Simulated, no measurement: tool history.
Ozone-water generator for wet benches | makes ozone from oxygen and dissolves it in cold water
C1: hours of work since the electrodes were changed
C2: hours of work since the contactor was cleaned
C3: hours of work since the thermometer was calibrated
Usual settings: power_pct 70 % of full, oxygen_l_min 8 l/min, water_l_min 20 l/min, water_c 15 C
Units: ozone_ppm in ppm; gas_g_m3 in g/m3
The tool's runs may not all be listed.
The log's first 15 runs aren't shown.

run 16 hour=1978 | power_pct=70 oxygen_l_min=8 water_l_min=28 water_c=15 | C1=4982 C2=979 C3=768 | ozone_ppm=17.6 gas_g_m3=201.8
run 17 hour=2160 | power_pct=70 oxygen_l_min=8 water_l_min=28 water_c=15 | C1=5094 C2=1091 C3=880 | ozone_ppm=17.6 gas_g_m3=202.9
run 18 hour=2308.3 | power_pct=70 oxygen_l_min=8 water_l_min=20 water_c=13 | C1=5185 C2=1182 C3=971 | ozone_ppm=23.5 gas_g_m3=204.3
run 19 hour=2419 | power_pct=70 oxygen_l_min=10.31 water_l_min=20 water_c=15 | C1=5252 C2=1250 C3=1039 | ozone_ppm=21.6 gas_g_m3=171.2
run 20 hour=2602.2 | power_pct=70 oxygen_l_min=8 water_l_min=20 water_c=9 | C1=5365 C2=1362 C3=1151 | ozone_ppm=24.7 gas_g_m3=202.3
run 21 hour=2710.8 | power_pct=57 oxygen_l_min=8 water_l_min=20 water_c=9 | C1=5431 C2=1429 C3=1217 | ozone_ppm=22.5 gas_g_m3=183.2
run 22 hour=2805.2 | power_pct=78 oxygen_l_min=13.6 water_l_min=23 water_c=9 | C1=5489 C2=1487 C3=1275 | ozone_ppm=21.1 gas_g_m3=147.5
run 23 hour=2984.5 | power_pct=56 oxygen_l_min=13.6 water_l_min=23 water_c=13 | C1=5599 C2=1596 C3=1385 | ozone_ppm=16.2 gas_g_m3=125.8
run 24 hour=3101.4 | power_pct=72 oxygen_l_min=8 water_l_min=27 water_c=15 | C1=5671 C2=1668 C3=1457 | ozone_ppm=17.8 gas_g_m3=203
run 25 hour=3212 | power_pct=72 oxygen_l_min=8.48 water_l_min=18 water_c=18 | C1=5739 C2=1736 C3=1525 | ozone_ppm=22.9 gas_g_m3=198.2
run 26 hour=3310.4 | power_pct=72 oxygen_l_min=8.48 water_l_min=31 water_c=7 | C1=5799 C2=1796 C3=1585 | ozone_ppm=17.5 gas_g_m3=195.2
run 27 hour=3385.4 | power_pct=72 oxygen_l_min=8.48 water_l_min=31 water_c=7 | C1=5845 C2=1842 C3=1631 | ozone_ppm=17.2 gas_g_m3=195.6
run 28 hour=3460.2 | power_pct=100 oxygen_l_min=8.2 water_l_min=31 water_c=14 | C1=5891 C2=1888 C3=1677 | ozone_ppm=18.8 gas_g_m3=239.1
run 29 hour=3613.9 | power_pct=100 oxygen_l_min=8.2 water_l_min=29 water_c=14 | C1=5985 C2=1982 C3=1771 | ozone_ppm=20 gas_g_m3=235.6
run 30 hour=3701.3 | power_pct=100 oxygen_l_min=7.25 water_l_min=16 water_c=9 | C1=6039 C2=2036 C3=1825 | ozone_ppm=35.3 gas_g_m3=256.9
run 31 hour=3784.5 | power_pct=100 oxygen_l_min=7.25 water_l_min=16 water_c=9 | C1=6090 C2=2087 C3=1876 | ozone_ppm=35.1 gas_g_m3=256.5
run 32 hour=3862.7 | power_pct=100 oxygen_l_min=7.25 water_l_min=16 water_c=9 | C1=6138 C2=2135 C3=1924 | ozone_ppm=35.2 gas_g_m3=258
run 33 hour=4043.9 | power_pct=100 oxygen_l_min=7.25 water_l_min=16 water_c=9 | C1=6249 C2=2246 C3=2035 | ozone_ppm=35.1 gas_g_m3=255.5
run 34 hour=4198 | power_pct=41 oxygen_l_min=8 water_l_min=25 water_c=15 | C1=6343 C2=2341 C3=2129 | ozone_ppm=13.8 gas_g_m3=148.4

Forecast each of these 3 alternatives for the next run:
run A hour=4358.2 | power_pct=67 oxygen_l_min=8 water_l_min=25 water_c=15 | C1=6441 C2=2439 C3=2228 | ozone_ppm=? gas_g_m3=?
run B hour=4358.2 | power_pct=59 oxygen_l_min=8 water_l_min=14 water_c=9 | C1=6441 C2=2439 C3=2228 | ozone_ppm=? gas_g_m3=?
run C hour=4358.2 | power_pct=70 oxygen_l_min=7.88 water_l_min=19 water_c=10 | C1=6441 C2=2439 C3=2228 | ozone_ppm=? gas_g_m3=?

run=A ozone_ppm=17.6 gas_g_m3=191
run=B ozone_ppm=28.4 gas_g_m3=180.1
run=C ozone_ppm=24.5 gas_g_m3=198.4
Without the tool's hidden state the same runs would have given:
run=A ozone_ppm=21.8 gas_g_m3=226.3
run=B ozone_ppm=34.5 gas_g_m3=210.8
run=C ozone_ppm=30.3 gas_g_m3=236.1
